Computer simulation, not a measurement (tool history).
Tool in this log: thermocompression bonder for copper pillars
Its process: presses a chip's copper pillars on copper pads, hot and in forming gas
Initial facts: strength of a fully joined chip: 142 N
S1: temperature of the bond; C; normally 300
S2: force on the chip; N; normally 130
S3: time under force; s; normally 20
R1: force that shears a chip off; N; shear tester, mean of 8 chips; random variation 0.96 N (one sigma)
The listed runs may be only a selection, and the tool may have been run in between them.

| run | hour | S1 | S2 | S3 | R1 |
|---|---|---|---|---|---|
| 1 | 0 | 300 | 130 | 20 | 105.4 |
| 2 | 7.6 | 300 | 130 | 20 | 105.3 |
| 3 | 17.1 | 300 | 130 | 42 | 122.7 |
| 4 | 23.8 | 300 | 130 | 20 | 107.7 |
| 5 | 29.4 | 300 | 130 | 20 | 106.9 |
| 6 | 36.3 | 300 | 130 | 20 | 105.7 |
| 7 | 40.6 | 300 | 130 | 20 | 107.9 |
| 8 | 47.7 | 300 | 182 | 20 | 126 |
| 9 | 56.4 | 300 | 182 | 20 | 125.1 |
| 10 | 66 | 300 | 182 | 20 | 125.8 |
| 11 | 71.3 | 300 | 182 | 48 | 134.6 |
| 12 | 78.3 | 299 | 130 | 20 | 103.4 |
| 13 | 85.7 | 299 | 130 | 20 | 103.8 |
| 14 | 93.5 | 299 | 130 | 20 | 103.9 |
| 15 | 99.8 | 299 | 130 | 24 | 108.6 |
| 16 | 106.2 | 300 | 133 | 20 | 104.5 |
| 17 | 114.4 | 300 | 133 | 36 | 118.5 |
| 18 | 121.1 | 321 | 133 | 36 | 129.6 |
| 19 | 128.3 | 321 | 133 | 36 | 129.1 |

Estimate the outcome of run 20 from the log above:
|  | 130.3 | force cell calibrated |
| 20 | 134.5 | 300 | 130 | 20 | ? |

{"run 20": {"R1": 105.3}}
On a tool with no hidden condition, and with the same random variation, this run would have come out at R1 106.1 N.

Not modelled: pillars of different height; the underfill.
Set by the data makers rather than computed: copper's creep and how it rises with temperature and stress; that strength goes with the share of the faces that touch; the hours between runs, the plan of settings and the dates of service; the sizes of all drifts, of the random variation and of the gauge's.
